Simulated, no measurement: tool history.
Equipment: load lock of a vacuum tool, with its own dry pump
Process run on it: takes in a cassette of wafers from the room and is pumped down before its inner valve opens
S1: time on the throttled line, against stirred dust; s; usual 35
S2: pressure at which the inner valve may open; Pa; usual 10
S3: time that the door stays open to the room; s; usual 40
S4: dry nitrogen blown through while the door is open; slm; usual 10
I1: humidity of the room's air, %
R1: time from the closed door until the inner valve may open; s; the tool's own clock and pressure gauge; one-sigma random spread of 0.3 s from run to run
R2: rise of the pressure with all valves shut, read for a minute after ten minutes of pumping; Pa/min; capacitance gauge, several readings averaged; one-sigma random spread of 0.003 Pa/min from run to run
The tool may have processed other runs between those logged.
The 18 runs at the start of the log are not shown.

{"run": 19, "hour": 10282.6, "S1": 35, "S2": 10, "S3": 40, "S4": 10, "I1": 44.3, "R1": 85.4, "R2": 0.341}
{"run": 20, "hour": 10721.7, "S1": 40, "S2": 19, "S3": 40, "S4": 10, "I1": 49.9, "R1": 84.6, "R2": 0.352}
{"run": 21, "hour": 11172.1, "S1": 30, "S2": 8, "S3": 34, "S4": 10, "I1": 46.3, "R1": 84.1, "R2": 0.36}
{"run": 22, "hour": 11735.8, "S1": 30, "S2": 8, "S3": 34, "S4": 10, "I1": 44.4, "R1": 84.1, "R2": 0.361}
{"run": 23, "hour": 12118.7, "S1": 30, "S2": 8, "S3": 34, "S4": 10, "I1": 44.9, "R1": 84, "R2": 0.361}
{"run": 24, "hour": 12642.1, "S1": 30, "S2": 8, "S3": 34, "S4": 40, "I1": 43.5, "R1": 84.5, "R2": 0.36}
{"run": 25, "hour": 13210.8, "S1": 49, "S2": 10, "S3": 195, "S4": 10, "I1": 42.4, "R1": 95.8, "R2": 0.455}
{"run": 26, "hour": 13784.2, "S1": 36, "S2": 11, "S3": 195, "S4": 10, "I1": 45.4, "R1": 86.9, "R2": 0.48}
{"run": 27, "hour": 14234.2, "S1": 35, "S2": 10, "S3": 123, "S4": 10, "I1": 44.9, "R1": 87.4, "R2": 0.443}
{"run": 28, "hour": 14775.5, "S1": 54, "S2": 10, "S3": 40, "S4": 10, "I1": 44, "R1": 100.5, "R2": 0.41}
{"run": 29, "hour": 15157.8, "S1": 35, "S2": 13, "S3": 83, "S4": 10, "I1": 44.6, "R1": 85.8, "R2": 0.442}
{"run": 30, "hour": 15642.8, "S1": 35, "S2": 8, "S3": 181, "S4": 10, "I1": 44.5, "R1": 89.5, "R2": 0.499}
{"run": 31, "hour": 16219.7, "S1": 35, "S2": 10, "S3": 81, "S4": 10, "I1": 46.4, "R1": 88.4, "R2": 0.461}
{"run": 32, "hour": 16870.0, "S1": 35, "S2": 10, "S3": 81, "S4": 10, "I1": 44.1, "R1": 88.3, "R2": 0.467}
{"run": 33, "hour": 17535.1, "S1": 25, "S2": 10, "S3": 81, "S4": 10, "I1": 46.5, "R1": 81.5, "R2": 0.486}
{"run": 34, "hour": 17889.0, "S1": 33, "S2": 10, "S3": 43, "S4": 10, "I1": 48.8, "R1": 87.3, "R2": 0.469}
{"run": 35, "hour": 18567.5, "S1": 33, "S2": 10, "S3": 43, "S4": 10, "I1": 44.4, "R1": 87.6, "R2": 0.481}
{"run": 36, "hour": 18889.8, "S1": 35, "S2": 10, "S3": 40, "S4": 23, "I1": 44.4, "R1": 89.9, "R2": 0.481}
{"run": 37, "hour": 19629.3, "S1": 35, "S2": 19, "S3": 40, "S4": 10, "I1": 45.1, "R1": 85.4, "R2": 0.503}

Below are 4 alternative next runs, each starting from the tool's condition after run 37. Predict each:
{"run": "A", "hour": 20376.6, "S1": 26, "S2": 17, "S3": 36, "S4": 10, "I1": 44.8, "R1": "?", "R2": "?"}
{"run": "B", "hour": 20376.6, "S1": 39, "S2": 16, "S3": 40, "S4": 6, "I1": 41, "R1": "?", "R2": "?"}
{"run": "C", "hour": 20376.6, "S1": 35, "S2": 8, "S3": 40, "S4": 10, "I1": 48, "R1": "?", "R2": "?"}
{"run": "D", "hour": 20376.6, "S1": 35, "S2": 10, "S3": 40, "S4": 10, "I1": 50.1, "R1": "?", "R2": "?"}

run=A R1=79.8 R2=0.513
run=B R1=89.3 R2=0.511
run=C R1=91.5 R2=0.507
run=D R1=89.9 R2=0.501
Had the tool no hidden state, the same runs would have come out as:
run=A R1=73.1 R2=0.031
run=B R1=82.9 R2=0.031
run=C R1=84.3 R2=0.036
run=D R1=82.9 R2=0.037

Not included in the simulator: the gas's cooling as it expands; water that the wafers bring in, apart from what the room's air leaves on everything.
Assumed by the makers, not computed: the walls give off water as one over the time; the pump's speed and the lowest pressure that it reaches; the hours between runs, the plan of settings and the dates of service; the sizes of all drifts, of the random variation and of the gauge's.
